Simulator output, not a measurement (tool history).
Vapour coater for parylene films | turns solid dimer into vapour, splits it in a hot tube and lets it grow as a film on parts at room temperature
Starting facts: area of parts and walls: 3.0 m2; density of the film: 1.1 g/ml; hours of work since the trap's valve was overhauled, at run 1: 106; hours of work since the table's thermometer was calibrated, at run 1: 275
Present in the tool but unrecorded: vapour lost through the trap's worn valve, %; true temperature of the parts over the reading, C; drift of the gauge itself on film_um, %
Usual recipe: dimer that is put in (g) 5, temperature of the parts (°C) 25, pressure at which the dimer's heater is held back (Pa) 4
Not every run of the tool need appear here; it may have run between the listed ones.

run,hour,dimer that is put in (g),temperature of the parts (°C),pressure at which the dimer's heater is held back (Pa),hours of work since the trap's valve was overhauled,hours of work since the table's thermometer was calibrated,thickness of the film (µm)
1,0,5,25,4,106,275,0.888
2,38.4,5,25,4,122,291,0.903
3,79.9,5,25,4,139,308,0.892
4,100.4,6,25,4,148,316,1.071
5,142.3,6,25,4,165,334,1.061
6,182.1,6,25,4,181,350,1.061
7,211.8,6,25,4,194,363,1.073
8,236.8,4,25,4,204,373,0.714
9,257.1,5,25,4,213,381,0.888
# hour 263.9: trap's valve overhauled
10,301.9,5,25,4,16,398,0.894
11,337.7,5,25,4,31,413,0.895
12,367.7,5,32,4,43,426,0.652
13,409.7,4,25,4,61,443,0.727
14,440.5,4,25,4,73,456,0.714
15,474.3,4,25,4,87,470,0.723
16,512.8,4,25,4,103,486,0.734
17,549.7,4,25,4,119,501,0.73
18,579.7,4,25,4,131,514,0.725
19,618.1,4,30,4,147,530,0.58
20,642.8,5,18,4,157,540,1.242
21,687.3,5,18,4,176,559,1.239
22,730.3,5,18,4,194,576,1.236
23,772.7,5,18,4,211,594,1.241
# hour 780.8: trap's valve overhauled
24,809.5,5,18,4,12,608,1.251
25,847.4,5,33,6.32,28,623,0.576
26,871.5,5,33,6.32,38,633,0.567
27,900.1,5,33,6.32,50,645,0.587
28,943.8,5,29,5.8,68,663,0.715
29,982.3,5,29,5.8,84,679,0.708
# hour 1009.5: gauge calibrated
30,1018.4,8,28,4,99,694,1.237
31,1043.9,8,25,2.49,109,705,1.574
32,1070.1,5,25,7.65,120,716,0.777
33,1099.5,5,28,4.4,132,728,0.765
34,1129.1,5,28,4.4,145,740,0.761
35,1158.5,5,28,4.4,157,753,0.757
36,1189.6,5,28,5.49,170,765,0.741
37,1231.8,5,35,2.35,187,783,0.638
38,1277.5,4,22,5.11,206,802,0.772
# hour 1297.5: trap's valve overhauled
39,1300.6,5,20,4,1,810,1.122
40,1335.8,2,20,5.67,16,825,0.421
41,1370.3,4,21,4.54,30,839,0.833
42,1406,3,22,2.35,45,854,0.69
43,1439.7,6,36,2.35,59,868,0.73
44,1480.4,6,30,6.23,76,885,0.783
45,1519.3,6,30,6.23,92,901,0.78
46,1560.6,5,29,4,109,918,0.758

Predict each of these 5 candidate next runs independently; none follows another, all start after run 46:
A,1600.3,3,19,4,126,934,?
B,1600.3,4,29,4.54,126,934,?
C,1600.3,8,23,5.17,126,934,?
D,1600.3,4,25,4,126,934,?
E,1600.3,7,25,4,126,934,?

run,thickness of the film (µm)
A,0.714
B,0.585
C,1.506
D,0.73
E,1.266
The same runs, with their run-to-run variation unchanged, on a tool lacking any hidden condition would have given:
run,thickness of the film (µm)
A,0.702
B,0.575
C,1.482
D,0.718
E,1.245
